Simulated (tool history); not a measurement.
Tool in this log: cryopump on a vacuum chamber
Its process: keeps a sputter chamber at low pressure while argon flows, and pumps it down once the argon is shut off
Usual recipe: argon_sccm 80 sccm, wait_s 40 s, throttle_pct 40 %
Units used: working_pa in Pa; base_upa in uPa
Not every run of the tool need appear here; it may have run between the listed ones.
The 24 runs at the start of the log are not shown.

run     day  argon_sccm  wait_s  throttle_pct  working_pa  base_upa
     50.608  -- pump warmed up, emptied and cooled again
 25  50.658          60     258            18      0.3515      0.99
 26  52.900          60     258            18      0.3499      0.96
 27  55.617          60     258            18      0.3531      0.99
 28  58.662          80      55            40      0.2155      1.88
 29  61.238          79     116            22      0.3869      1.32
 30  63.983          79     116            22      0.3863      1.31
 31  65.425          79     116            22      0.3844      1.35
 32  68.471          79     116            22      0.3861      1.41
 33  71.200          59      51            46      0.1442      2.07
 34  73.596          86      28            42      0.2316      2.95
 35  75.700          86      28            42      0.2323      3.03

3 ways to go on from here, each from the tool as it stands after run 35. What would each give?
  A  77.050          57      27            42           ?         ?
  B  77.050          47      28            21           ?         ?
  C  77.050         156      28            42           ?         ?

run  working_pa  base_upa
  A      0.1534      3.19
  B      0.2457      3.03
  C      0.4248      3.07
Stripped of hidden state, with their random variation kept, the same runs would have yielded:
run  working_pa  base_upa
  A      0.1405      2.41
  B      0.2350      2.28
  C      0.3893      2.32
